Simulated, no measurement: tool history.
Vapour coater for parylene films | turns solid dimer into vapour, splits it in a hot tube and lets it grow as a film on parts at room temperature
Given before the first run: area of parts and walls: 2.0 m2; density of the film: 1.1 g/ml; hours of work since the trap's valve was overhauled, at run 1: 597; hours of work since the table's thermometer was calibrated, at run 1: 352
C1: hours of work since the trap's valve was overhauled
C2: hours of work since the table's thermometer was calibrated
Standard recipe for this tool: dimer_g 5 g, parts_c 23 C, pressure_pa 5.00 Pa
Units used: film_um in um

{"run": 1, "hour": 0.0, "dimer_g": 5, "parts_c": 23, "pressure_pa": 5.0, "C1": 597, "C2": 352, "film_um": 1.103}
{"run": 2, "hour": 23.7, "dimer_g": 5, "parts_c": 23, "pressure_pa": 5.0, "C1": 612, "C2": 368, "film_um": 1.095}
{"hour": 43.6, "done": "trap's valve overhauled"}
{"run": 3, "hour": 54.7, "dimer_g": 5, "parts_c": 23, "pressure_pa": 5.0, "C1": 7, "C2": 385, "film_um": 1.232}
{"run": 4, "hour": 81.4, "dimer_g": 5, "parts_c": 23, "pressure_pa": 5.0, "C1": 24, "C2": 402, "film_um": 1.232}
{"run": 5, "hour": 115.1, "dimer_g": 5, "parts_c": 20, "pressure_pa": 5.0, "C1": 46, "C2": 424, "film_um": 1.309}
{"run": 6, "hour": 134.0, "dimer_g": 5, "parts_c": 23, "pressure_pa": 5.0, "C1": 59, "C2": 436, "film_um": 1.227}
{"run": 7, "hour": 150.1, "dimer_g": 5, "parts_c": 23, "pressure_pa": 5.0, "C1": 69, "C2": 447, "film_um": 1.206}
{"run": 8, "hour": 172.3, "dimer_g": 5, "parts_c": 23, "pressure_pa": 5.0, "C1": 83, "C2": 461, "film_um": 1.197}
{"run": 9, "hour": 190.0, "dimer_g": 5, "parts_c": 23, "pressure_pa": 5.0, "C1": 95, "C2": 473, "film_um": 1.208}
{"run": 10, "hour": 220.6, "dimer_g": 5, "parts_c": 23, "pressure_pa": 5.0, "C1": 115, "C2": 493, "film_um": 1.206}
{"run": 11, "hour": 239.2, "dimer_g": 5, "parts_c": 23, "pressure_pa": 5.0, "C1": 127, "C2": 505, "film_um": 1.194}
{"run": 12, "hour": 268.6, "dimer_g": 5, "parts_c": 29, "pressure_pa": 5.0, "C1": 146, "C2": 524, "film_um": 1.032}
{"run": 13, "hour": 292.2, "dimer_g": 5, "parts_c": 29, "pressure_pa": 5.0, "C1": 161, "C2": 539, "film_um": 1.018}
{"run": 14, "hour": 316.0, "dimer_g": 5, "parts_c": 15, "pressure_pa": 5.0, "C1": 176, "C2": 554, "film_um": 1.459}
{"run": 15, "hour": 334.4, "dimer_g": 5, "parts_c": 23, "pressure_pa": 5.0, "C1": 188, "C2": 566, "film_um": 1.169}
{"run": 16, "hour": 365.4, "dimer_g": 5, "parts_c": 23, "pressure_pa": 5.0, "C1": 208, "C2": 586, "film_um": 1.185}
{"run": 17, "hour": 397.1, "dimer_g": 5, "parts_c": 23, "pressure_pa": 5.0, "C1": 229, "C2": 607, "film_um": 1.189}
{"run": 18, "hour": 428.5, "dimer_g": 5, "parts_c": 23, "pressure_pa": 5.0, "C1": 249, "C2": 627, "film_um": 1.162}
{"run": 19, "hour": 461.8, "dimer_g": 5, "parts_c": 23, "pressure_pa": 5.0, "C1": 271, "C2": 649, "film_um": 1.157}
{"run": 20, "hour": 483.8, "dimer_g": 5, "parts_c": 23, "pressure_pa": 2.19, "C1": 285, "C2": 663, "film_um": 1.28}
{"run": 21, "hour": 508.1, "dimer_g": 9, "parts_c": 23, "pressure_pa": 2.19, "C1": 301, "C2": 679, "film_um": 2.305}
{"run": 22, "hour": 523.9, "dimer_g": 4, "parts_c": 23, "pressure_pa": 9.78, "C1": 311, "C2": 689, "film_um": 0.849}
{"run": 23, "hour": 549.5, "dimer_g": 9, "parts_c": 23, "pressure_pa": 6.8, "C1": 328, "C2": 705, "film_um": 1.99}
{"run": 24, "hour": 565.5, "dimer_g": 2, "parts_c": 15, "pressure_pa": 5.65, "C1": 338, "C2": 716, "film_um": 0.563}
{"run": 25, "hour": 587.4, "dimer_g": 3, "parts_c": 33, "pressure_pa": 2.6, "C1": 352, "C2": 730, "film_um": 0.576}
{"run": 26, "hour": 603.2, "dimer_g": 3, "parts_c": 33, "pressure_pa": 2.6, "C1": 362, "C2": 740, "film_um": 0.587}
{"run": 27, "hour": 617.2, "dimer_g": 5, "parts_c": 18, "pressure_pa": 5.0, "C1": 371, "C2": 749, "film_um": 1.296}
{"run": 28, "hour": 648.5, "dimer_g": 5, "parts_c": 18, "pressure_pa": 5.0, "C1": 392, "C2": 770, "film_um": 1.303}
{"run": 29, "hour": 673.9, "dimer_g": 5, "parts_c": 18, "pressure_pa": 5.0, "C1": 408, "C2": 786, "film_um": 1.288}
{"run": 30, "hour": 705.3, "dimer_g": 5, "parts_c": 18, "pressure_pa": 3.44, "C1": 428, "C2": 806, "film_um": 1.334}
{"run": 31, "hour": 724.9, "dimer_g": 4, "parts_c": 18, "pressure_pa": 3.44, "C1": 441, "C2": 819, "film_um": 1.075}
{"run": 32, "hour": 738.5, "dimer_g": 5, "parts_c": 20, "pressure_pa": 4.82, "C1": 450, "C2": 828, "film_um": 1.231}
{"run": 33, "hour": 756.5, "dimer_g": 5, "parts_c": 23, "pressure_pa": 2.59, "C1": 462, "C2": 840, "film_um": 1.217}
{"run": 34, "hour": 778.6, "dimer_g": 3, "parts_c": 23, "pressure_pa": 5.51, "C1": 476, "C2": 854, "film_um": 0.659}
{"hour": 810.6, "done": "table's thermometer calibrated"}
{"run": 35, "hour": 811.3, "dimer_g": 3, "parts_c": 23, "pressure_pa": 5.51, "C1": 496, "C2": 0, "film_um": 0.682}
{"run": 36, "hour": 833.5, "dimer_g": 5, "parts_c": 34, "pressure_pa": 5.0, "C1": 511, "C2": 15, "film_um": 0.868}
{"run": 37, "hour": 859.9, "dimer_g": 5, "parts_c": 33, "pressure_pa": 11.7, "C1": 528, "C2": 32, "film_um": 0.794}
{"run": 38, "hour": 876.4, "dimer_g": 4, "parts_c": 34, "pressure_pa": 10.54, "C1": 539, "C2": 43, "film_um": 0.64}
{"run": 39, "hour": 898.0, "dimer_g": 4, "parts_c": 34, "pressure_pa": 10.54, "C1": 553, "C2": 57, "film_um": 0.625}
{"run": 40, "hour": 912.1, "dimer_g": 6, "parts_c": 21, "pressure_pa": 5.23, "C1": 562, "C2": 66, "film_um": 1.414}
{"run": 41, "hour": 936.1, "dimer_g": 5, "parts_c": 23, "pressure_pa": 4.7, "C1": 577, "C2": 81, "film_um": 1.145}
{"run": 42, "hour": 951.2, "dimer_g": 3, "parts_c": 31, "pressure_pa": 5.0, "C1": 587, "C2": 91, "film_um": 0.559}

Pick out some run-to-run changes in film_um. Of each, how much would a tool without hidden state show as well, from the settings, what came in and chance, and how much is left for the hidden state and any gauge scatter not in both results compared?
The hidden state here: vapour lost through the trap's worn valve, %; true temperature of the parts over the reading, C; drift of the gauge itself on film_um, %.
Run 2 -> 3: trap's valve overhauled. film_um +0.137 um: hidden state +0.128, all else +0.009.
Run 21 -> 22: dimer_g 9 -> 4, pressure_pa 2.19 -> 9.78. film_um -1.456 um: hidden state +0.104, all else -1.560.
Run 22 -> 23: dimer_g 4 -> 9, pressure_pa 9.78 -> 6.80. film_um +1.141 um: hidden state -0.094, all else +1.235.
Run 23 -> 24: dimer_g 9 -> 2, parts_c 23 -> 15, pressure_pa 6.80 -> 5.65. film_um -1.427 um: hidden state +0.114, all else -1.541.
